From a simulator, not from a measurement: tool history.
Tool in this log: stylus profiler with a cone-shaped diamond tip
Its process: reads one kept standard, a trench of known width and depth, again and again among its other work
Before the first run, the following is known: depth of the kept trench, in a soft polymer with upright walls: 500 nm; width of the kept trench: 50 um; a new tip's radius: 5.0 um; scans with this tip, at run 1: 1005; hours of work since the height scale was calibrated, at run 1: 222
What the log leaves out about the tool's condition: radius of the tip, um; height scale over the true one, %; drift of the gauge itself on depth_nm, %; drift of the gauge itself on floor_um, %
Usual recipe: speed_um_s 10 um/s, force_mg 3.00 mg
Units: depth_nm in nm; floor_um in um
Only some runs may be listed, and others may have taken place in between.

run,day,speed_um_s,force_mg,scans with this tip,hours of work since the height scale was calibrated,depth_nm,floor_um
1,0.000,10,3.00,1005,222,505.61,45.52
2,0.588,10,2.61,1050,232,505.27,45.50
3,0.971,10,3.00,1080,238,505.68,45.51
4,1.333,10,3.00,1107,244,505.85,45.55
5,2.062,10,3.00,1163,257,505.88,45.51
6,2.567,10,3.00,1201,265,505.61,45.53
7,2.929,10,3.00,1229,271,505.75,45.55
8,3.529,10,3.00,1275,281,505.64,45.51
9,4.204,35,3.00,1326,293,505.63,45.45
10,4.783,38,3.00,1370,302,505.58,45.41
11,5.171,38,3.00,1400,309,505.59,45.36
12,5.654,3,3.00,1437,317,505.78,45.52
13,6.483,13,3.00,1500,331,505.56,45.49
14,6.988,36,3.00,1538,340,505.74,45.37
15,7.404,36,3.00,1570,346,505.75,45.32
16,8.117,36,3.00,1625,359,505.59,45.32
17,8.875,36,3.00,1683,371,505.65,45.35
18,9.338,36,1.21,1718,379,503.01,45.27
19,9.933,25,1.21,1763,389,502.85,45.32
20,10.421,25,1.21,1800,397,503.04,45.34
21,11.067,25,1.21,1850,408,502.58,45.34
22,11.533,25,1.21,1885,416,502.80,45.32
23,11.958,10,4.42,1918,423,507.22,45.41
24,12.608,10,4.42,1967,434,507.27,45.44
25,12.962,12,1.91,1994,440,503.93,45.33
26,13.325,23,4.21,2022,446,507.13,45.35
27,13.842,23,4.21,2061,455,506.98,45.38
28,14.308,23,4.21,2097,463,507.18,45.32
29,14.662,23,4.21,2124,469,507.04,45.35
30,15.158,6,8.26,2162,477,511.32,45.33
31,15.612,26,7.25,2196,485,510.29,45.34
32,16.021,10,4.48,2228,492,507.42,45.40
33,16.538,20,1.97,2267,500,503.92,45.32
34,17.138,15,4.51,2313,510,507.35,45.40
35,17.750,15,1.94,2359,521,504.09,45.29
36,18.225,5,1.61,2396,529,503.58,45.38
37,18.867,32,3.27,2444,539,505.85,45.30
38,19.375,4,8.97,2483,548,512.02,45.39
39,19.996,9,3.63,2531,558,506.39,45.35
40,20.804,9,3.63,2592,572,505.90,45.26
41,21.383,19,3.63,2636,582,506.03,45.26
42,21.875,19,3.63,2674,590,506.38,45.32
43,22.692,4,4.26,2736,604,506.81,45.28
44,23.321,4,4.26,2784,614,506.73,45.33
45,23.925,5,1.57,2830,625,503.04,45.24

3 options for the next run, each taken on its own from the tool as it stands now. Forecast them:
A,24.550,5,7.20,2878,635,?,?
B,24.550,6,4.21,2878,635,?,?
C,24.550,3,6.54,2878,635,?,?

run,depth_nm,floor_um
A,510.11,45.30
B,506.98,45.27
C,509.39,45.35
Without the tool's hidden state the same runs would have given:
run,depth_nm,floor_um
A,510.77,45.61
B,507.64,45.58
C,510.05,45.66
